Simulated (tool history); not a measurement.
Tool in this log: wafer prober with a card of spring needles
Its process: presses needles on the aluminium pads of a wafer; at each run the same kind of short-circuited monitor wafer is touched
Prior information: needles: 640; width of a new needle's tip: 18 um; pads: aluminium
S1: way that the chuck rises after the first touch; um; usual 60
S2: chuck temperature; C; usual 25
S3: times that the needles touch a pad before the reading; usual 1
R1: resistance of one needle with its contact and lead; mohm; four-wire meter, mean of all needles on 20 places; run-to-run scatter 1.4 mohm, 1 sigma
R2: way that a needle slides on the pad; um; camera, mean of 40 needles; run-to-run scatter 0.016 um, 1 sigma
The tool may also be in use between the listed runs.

run 1 hour=0.0 | S1=60 S2=25 S3=1 | R1=167 R2=15.88
-- hour=24.4 tips cleaned on abrasive film
-- hour=54.7 tips cleaned on abrasive film
run 2 hour=60.6 | S1=76 S2=25 S3=1 | R1=154 R2=20.17
-- hour=84.1 tips cleaned on abrasive film
-- hour=111.0 tips cleaned on abrasive film
run 3 hour=125.0 | S1=76 S2=25 S3=1 | R1=174 R2=20.08
-- hour=137.3 tips cleaned on abrasive film
-- hour=165.6 tips cleaned on abrasive film
run 4 hour=169.9 | S1=60 S2=25 S3=1 | R1=165 R2=15.78
-- hour=191.4 tips cleaned on abrasive film
-- hour=219.6 tips cleaned on abrasive film
run 5 hour=234.8 | S1=60 S2=25 S3=1 | R1=200 R2=15.73
-- hour=241.2 height of the first contact set anew
-- hour=247.3 tips cleaned on abrasive film
-- hour=275.9 tips cleaned on abrasive film
-- hour=304.4 tips cleaned on abrasive film
run 6 hour=325.4 | S1=60 S2=25 S3=1 | R1=207 R2=15.98
-- hour=331.6 tips cleaned on abrasive film
-- hour=361.4 tips cleaned on abrasive film
-- hour=386.7 tips cleaned on abrasive film
run 7 hour=386.7 | S1=60 S2=25 S3=1 | R1=132 R2=15.91
-- hour=415.9 tips cleaned on abrasive film
-- hour=443.4 tips cleaned on abrasive film
run 8 hour=459.0 | S1=60 S2=25 S3=2 | R1=173 R2=15.86
-- hour=471.3 tips cleaned on abrasive film
-- hour=497.2 tips cleaned on abrasive film
-- hour=526.1 tips cleaned on abrasive film
run 9 hour=531.3 | S1=60 S2=25 S3=2 | R1=152 R2=15.77
-- hour=555.2 tips cleaned on abrasive film
-- hour=582.1 tips cleaned on abrasive film
run 10 hour=587.4 | S1=60 S2=25 S3=2 | R1=159 R2=15.74
-- hour=608.6 tips cleaned on abrasive film
-- hour=637.1 tips cleaned on abrasive film
-- hour=656.8 height of the first contact set anew
-- hour=663.0 tips cleaned on abrasive film
run 11 hour=679.2 | S1=60 S2=43 S3=1 | R1=207 R2=16.01
-- hour=691.4 tips cleaned on abrasive film
-- hour=721.2 tips cleaned on abrasive film
run 12 hour=728.6 | S1=60 S2=25 S3=1 | R1=180 R2=15.95
-- hour=751.3 tips cleaned on abrasive film
run 13 hour=775.0 | S1=60 S2=25 S3=1 | R1=215 R2=15.92
-- hour=781.1 tips cleaned on abrasive film
-- hour=810.5 tips cleaned on abrasive film
run 14 hour=816.4 | S1=60 S2=25 S3=1 | R1=172 R2=15.90
-- hour=839.0 tips cleaned on abrasive film
-- hour=864.2 tips cleaned on abrasive film
-- hour=893.4 tips cleaned on abrasive film
run 15 hour=895.2 | S1=60 S2=25 S3=1 | R1=157 R2=15.83
-- hour=918.0 tips cleaned on abrasive film
-- hour=947.2 tips cleaned on abrasive film
run 16 hour=963.6 | S1=49 S2=29 S3=1 | R1=247 R2=12.86
-- hour=975.8 tips cleaned on abrasive film
-- hour=1003.8 tips cleaned on abrasive film
-- hour=1032.6 tips cleaned on abrasive film
run 17 hour=1056.2 | S1=42 S2=25 S3=1 | R1=315 R2=10.90
-- hour=1062.4 tips cleaned on abrasive film
-- hour=1074.9 height of the first contact set anew
-- hour=1091.3 tips cleaned on abrasive film
run 18 hour=1107.2 | S1=42 S2=25 S3=1 | R1=288 R2=11.21
-- hour=1119.5 tips cleaned on abrasive film
-- hour=1149.0 tips cleaned on abrasive film
-- hour=1176.2 tips cleaned on abrasive film
run 19 hour=1190.3 | S1=42 S2=25 S3=1 | R1=295 R2=11.14
-- hour=1202.4 tips cleaned on abrasive film
-- hour=1229.9 tips cleaned on abrasive film
-- hour=1256.8 tips cleaned on abrasive film
run 20 hour=1266.5 | S1=43 S2=59 S3=1 | R1=263 R2=11.35
-- hour=1283.6 tips cleaned on abrasive film
-- hour=1309.0 tips cleaned on abrasive film
-- hour=1339.2 tips cleaned on abrasive film
run 21 hour=1354.3 | S1=43 S2=59 S3=2 | R1=223 R2=11.27
-- hour=1365.0 tips cleaned on abrasive film
-- hour=1395.1 tips cleaned on abrasive film
-- hour=1424.3 tips cleaned on abrasive film
run 22 hour=1444.3 | S1=60 S2=25 S3=3 | R1=163 R2=15.78
-- hour=1449.9 tips cleaned on abrasive film
-- hour=1478.7 tips cleaned on abrasive film
-- hour=1491.1 height of the first contact set anew
run 23 hour=1500.9 | S1=60 S2=57 S3=1 | R1=217 R2=16.02
-- hour=1505.0 tips cleaned on abrasive film
-- hour=1533.9 tips cleaned on abrasive film
-- hour=1563.5 tips cleaned on abrasive film
run 24 hour=1583.0 | S1=60 S2=57 S3=1 | R1=213 R2=15.97
-- hour=1589.1 tips cleaned on abrasive film
-- hour=1613.5 tips cleaned on abrasive film
-- hour=1644.0 tips cleaned on abrasive film
-- hour=1669.2 tips cleaned on abrasive film
run 25 hour=1669.2 | S1=72 S2=57 S3=1 | R1=142 R2=19.08
-- hour=1698.6 tips cleaned on abrasive film
-- hour=1724.9 tips cleaned on abrasive film
run 26 hour=1735.2 | S1=48 S2=45 S3=1 | R1=237 R2=12.60
-- hour=1752.3 tips cleaned on abrasive film
-- hour=1779.9 tips cleaned on abrasive film
run 27 hour=1781.6 | S1=41 S2=45 S3=2 | R1=167 R2=10.70
-- hour=1806.0 tips cleaned on abrasive film
run 28 hour=1825.8 | S1=45 S2=45 S3=2 | R1=230 R2=11.76
-- hour=1831.9 tips cleaned on abrasive film
-- hour=1860.7 tips cleaned on abrasive film
-- hour=1888.2 tips cleaned on abrasive film
-- hour=1904.6 height of the first contact set anew
run 29 hour=1908.9 | S1=73 S2=63 S3=1 | R1=192 R2=19.52

3 ways to go on from here, each from the tool as it stands after run 29. What would each give?
-- hour=1914.9 tips cleaned on abrasive film
-- hour=1944.4 tips cleaned on abrasive film
-- hour=1973.9 tips cleaned on abrasive film
-- hour=2003.1 tips cleaned on abrasive film
run A hour=2006.7 | S1=60 S2=25 S3=3 | R1=? R2=?
-- hour=1914.9 tips cleaned on abrasive film
-- hour=1944.4 tips cleaned on abrasive film
-- hour=1973.9 tips cleaned on abrasive film
-- hour=2003.1 tips cleaned on abrasive film
run B hour=2006.7 | S1=73 S2=63 S3=3 | R1=? R2=?
-- hour=1914.9 tips cleaned on abrasive film
-- hour=1944.4 tips cleaned on abrasive film
-- hour=1973.9 tips cleaned on abrasive film
-- hour=2003.1 tips cleaned on abrasive film
run C hour=2006.7 | S1=53 S2=25 S3=2 | R1=? R2=?

run=A R1=143 R2=15.93
run=B R1=142 R2=19.42
run=C R1=159 R2=14.09
Take away the tool's hidden state, keep each run's random variation, and the runs would have read:
run=A R1=128 R2=16.02
run=B R1=132 R2=19.50
run=C R1=129 R2=14.18

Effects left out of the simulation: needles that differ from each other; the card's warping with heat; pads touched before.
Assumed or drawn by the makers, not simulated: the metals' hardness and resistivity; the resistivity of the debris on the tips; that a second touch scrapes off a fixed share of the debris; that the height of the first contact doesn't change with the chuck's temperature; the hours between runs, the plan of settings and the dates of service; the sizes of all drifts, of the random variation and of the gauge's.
